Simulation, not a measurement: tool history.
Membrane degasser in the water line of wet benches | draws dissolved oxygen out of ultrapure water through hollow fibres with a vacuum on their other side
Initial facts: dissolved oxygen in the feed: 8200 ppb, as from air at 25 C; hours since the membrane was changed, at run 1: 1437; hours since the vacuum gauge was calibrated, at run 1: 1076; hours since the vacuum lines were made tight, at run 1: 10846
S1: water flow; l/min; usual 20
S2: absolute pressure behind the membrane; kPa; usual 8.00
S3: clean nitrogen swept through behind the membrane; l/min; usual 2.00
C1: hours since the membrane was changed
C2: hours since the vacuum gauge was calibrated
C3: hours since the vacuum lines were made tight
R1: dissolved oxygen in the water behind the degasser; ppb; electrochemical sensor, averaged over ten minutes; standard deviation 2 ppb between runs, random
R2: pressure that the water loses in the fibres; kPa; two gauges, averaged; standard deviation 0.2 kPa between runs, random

run	hour	S1	S2	S3	C1	C2	C3	R1	R2
1	0.0	20	8.00	2.00	1437	1076	10846	197.9	46.00
2	71.3	20	8.00	2.00	1509	1148	10918	200.0	45.91
3	211.1	20	8.00	2.00	1649	1288	11057	194.4	46.07
4	288.9	20	5.42	2.00	1726	1365	11135	140.0	45.88
5	412.0	20	5.42	2.00	1849	1488	11258	139.7	45.90
6	477.5	20	8.00	4.34	1915	1554	11324	142.1	46.17
7	569.2	20	8.00	2.00	2007	1646	11416	199.9	45.93
8	669.1	20	8.00	2.00	2107	1746	11516	201.5	46.38
9	775.7	20	9.69	2.00	2213	1852	11622	238.6	46.10
10	927.0	20	9.69	2.00	2364	2003	11773	242.5	46.25
11	1023.1	20	8.36	2.00	2461	2100	11870	205.8	46.39
12	1169.6	20	8.36	2.00	2607	2246	12016	210.5	46.50
13	1297.6	20	8.36	2.00	2735	2374	12144	207.4	46.14
14	1419.0	20	7.16	2.00	2856	2495	12265	181.9	46.38
15	1566.9	20	8.00	2.00	3004	2643	12413	201.2	46.35
16	1717.0	20	8.00	2.00	3154	2793	12563	201.5	46.37
17	1810.9	17	8.00	2.00	3248	2887	12657	149.9	39.43
18	1962.9	12	6.96	3.74	3400	3039	12809	48.4	27.95
19	2097.7	12	6.96	4.61	3535	3174	12944	42.5	27.94
20	2168.8	18	10.42	1.50	3606	3245	13015	267.6	41.55
21	2236.5	18	10.42	1.50	3674	3313	13083	270.9	42.30
22	2385.3	29	5.24	1.29	3823	3462	13232	325.3	66.99
23	2453.5	29	5.24	1.29	3891	3530	13300	325.9	67.22
24	2555.7	14	14.73	4.16	3993	3632	13402	125.8	32.49
25	2696.7	14	14.73	4.16	4134	3773	13543	129.3	32.58
26	2813.4	27	8.00	1.42	4251	3890	13660	391.7	62.74
27	2887.6	27	8.00	1.42	4325	3964	13734	389.9	63.00
28	3040.2	27	8.00	1.42	4478	4117	13887	397.5	62.74
29	3188.5	14	9.55	2.29	4626	4265	14035	126.5	32.60
30	3297.0	14	9.55	2.29	4734	4373	14143	128.0	32.63
31	3377.0	17	19.97	2.69	4814	4453	14223	312.7	39.57
32	3456.6	15	8.27	1.29	4894	4533	14303	181.9	35.03

Below, some changes in R1 between adjacent runs. For each, the amount present without the hidden state too (settings, incoming material, random variation) and the amount remaining for the hidden state with gauge scatter not shared by both compared results:
Hidden state at play: membrane still open, %; true pressure behind the membrane over the reading, kPa; air that leaks in behind the membrane, l/min; drift of the gauge itself on oxygen_ppb, %; drift of the gauge itself on loss_of_pressure_kpa, %.
Run 19 -> 20: S1 12 -> 18, S2 6.96 -> 10.42, S3 4.61 -> 1.50. R1 +225.1 ppb: hidden state +8.2, all else +216.9.
Run 25 -> 26: S1 14 -> 27, S2 14.73 -> 8.00, S3 4.16 -> 1.42. R1 +262.4 ppb: hidden state +8.0, all else +254.4.
Run 28 -> 29: S1 27 -> 14, S2 8.00 -> 9.55, S3 1.42 -> 2.29. R1 -271.0 ppb: hidden state -8.1, all else -262.9.
